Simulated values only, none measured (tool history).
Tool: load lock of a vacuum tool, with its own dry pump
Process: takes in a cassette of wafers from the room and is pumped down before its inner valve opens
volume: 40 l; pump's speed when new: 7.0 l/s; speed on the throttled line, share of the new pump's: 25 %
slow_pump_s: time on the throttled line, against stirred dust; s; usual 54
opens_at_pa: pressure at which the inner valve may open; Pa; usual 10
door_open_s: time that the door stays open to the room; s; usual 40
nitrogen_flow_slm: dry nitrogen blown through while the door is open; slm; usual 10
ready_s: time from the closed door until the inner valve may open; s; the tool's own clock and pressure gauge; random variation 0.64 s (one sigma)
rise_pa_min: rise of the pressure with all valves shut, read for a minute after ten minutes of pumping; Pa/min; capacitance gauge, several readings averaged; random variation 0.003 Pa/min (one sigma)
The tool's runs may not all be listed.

run    hour  slow_pump_s  opens_at_pa  door_open_s  nitrogen_flow_slm  incoming humidity of the room's air, %  ready_s  rise_pa_min
  1       0           54           10           40                 10                                    42.8     93.5        0.043
  2     725           54           10           40                 10                                    45.1     93.5        0.042
  3  1374.4           54           10           40                 10                                    46.7     93.9        0.041
  4  1953.6           54           10           40                 24                                    47.3     94.1        0.031
  5  2618.3           54           10           40                 24                                    47.1     93.7        0.035
  6  3010.8           54           10           40                 10                                    42.9     93.7        0.047
  7  3707.7           66           10           40                 10                                    42.8    102.8        0.043
  8  4193.3           54           13           40                 10                                    43.1     93.3        0.045
  9    4662           54           13           40                 10                                    43.2     92.7        0.042
 10  4973.1           54           10          113                 10                                    45.3     94.4        0.083
 11  5294.7           54           10           40                 10                                    43.6     92.5        0.044
 12  5859.5           78           10           40                 12                                      45    111.9        0.044
 13  6178.1           54            9           40                 10                                    46.4     95.2        0.049
 14  6646.8           54            9           40                 11                                    42.7     94.9        0.042
 15  7378.3           54            9           40                 11                                    44.2     93.6         0.04
 16  7675.7           54           15           62                 10                                    43.3     91.4        0.055
 17  8211.4           52           13          154                 20                                    45.9     90.9        0.088
 18  8858.3           58           14           40                 10                                    42.8     94.6        0.042
 19    9165           58           14           40                 10                                    47.7     96.2        0.048
 20  9466.7           52           12           40                  6                                    45.1       92        0.051
 21    9954           58           10          234                 10                                    46.1     97.1        0.136

Not shown: 1 entry that the log had between the listed runs. Between which runs, and how does the tool's hidden state differ before and after?
Between runs 20 and 21: door's seal changed, seat wiped (hour 9747.5)
  leak at the door's seal, Pa l/s: 0.003 -> 0.002

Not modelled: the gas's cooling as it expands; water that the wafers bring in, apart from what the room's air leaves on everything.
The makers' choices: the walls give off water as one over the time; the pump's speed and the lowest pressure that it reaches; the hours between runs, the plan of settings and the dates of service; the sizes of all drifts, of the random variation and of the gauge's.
